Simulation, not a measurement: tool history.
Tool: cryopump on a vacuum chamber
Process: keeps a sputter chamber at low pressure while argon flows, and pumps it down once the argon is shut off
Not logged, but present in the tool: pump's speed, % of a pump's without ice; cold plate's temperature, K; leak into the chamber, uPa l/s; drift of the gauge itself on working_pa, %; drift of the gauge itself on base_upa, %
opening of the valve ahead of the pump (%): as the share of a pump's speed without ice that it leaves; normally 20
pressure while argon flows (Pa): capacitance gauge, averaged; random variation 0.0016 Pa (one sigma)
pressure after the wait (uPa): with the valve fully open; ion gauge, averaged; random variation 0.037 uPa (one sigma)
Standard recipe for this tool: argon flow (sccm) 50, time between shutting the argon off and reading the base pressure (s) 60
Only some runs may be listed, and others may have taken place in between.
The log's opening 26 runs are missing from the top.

| run | hour | argon flow (sccm) | time between shutting the argon off and reading the base pressure (s) | opening of the valve ahead of the pump (%) | hours of work since the pump was warmed up and emptied | hours of work since the cold head was overhauled | hours of work since the chamber's fittings were tightened | pressure while argon flows (Pa) | pressure after the wait (uPa) |
|---|---|---|---|---|---|---|---|---|---|
| 27 | 413.2 | 27 | 26 | 40 | 472 | 472 | 2640 | 0.1079 | 5.95 |
| 28 | 434.7 | 55 | 26 | 55 | 489 | 489 | 2657 | 0.1635 | 5.88 |
| 29 | 454.9 | 55 | 26 | 55 | 504 | 504 | 2672 | 0.1665 | 5.92 |
| 30 | 470 | 87 | 26 | 19 | 515 | 515 | 2683 | 0.7053 | 5.95 |
| 31 | 487.5 | 50 | 60 | 15 | 528 | 528 | 2696 | 0.5173 | 3.58 |
| 32 | 505.5 | 45 | 60 | 20 | 542 | 542 | 2710 | 0.3468 | 3.59 |
| 33 | 519.1 | 39 | 243 | 21 | 552 | 552 | 2720 | 0.2881 | 2.25 |
| 34 | 536.6 | 50 | 174 | 26 | 565 | 565 | 2733 | 0.3046 | 2.43 |

Predict each of these 4 candidate next runs independently; none follows another, all start after run 34:
| A | 558.1 | 78 | 159 | 45 | 582 | 582 | 2750 | ? | ? |
| B | 558.1 | 39 | 60 | 20 | 582 | 582 | 2750 | ? | ? |
| C | 558.1 | 38 | 60 | 20 | 582 | 582 | 2750 | ? | ? |
| D | 558.1 | 24 | 60 | 25 | 582 | 582 | 2750 | ? | ? |

| run | pressure while argon flows (Pa) | pressure after the wait (uPa) |
|---|---|---|
| A | 0.2862 | 2.46 |
| B | 0.3051 | 3.63 |
| C | 0.2989 | 3.66 |
| D | 0.1505 | 3.66 |
What these runs would have given with no unlogged condition in the tool:
| run | pressure while argon flows (Pa) | pressure after the wait (uPa) |
|---|---|---|
| A | 0.2569 | 0.93 |
| B | 0.2903 | 2.09 |
| C | 0.2845 | 2.09 |
| D | 0.1414 | 2.1 |

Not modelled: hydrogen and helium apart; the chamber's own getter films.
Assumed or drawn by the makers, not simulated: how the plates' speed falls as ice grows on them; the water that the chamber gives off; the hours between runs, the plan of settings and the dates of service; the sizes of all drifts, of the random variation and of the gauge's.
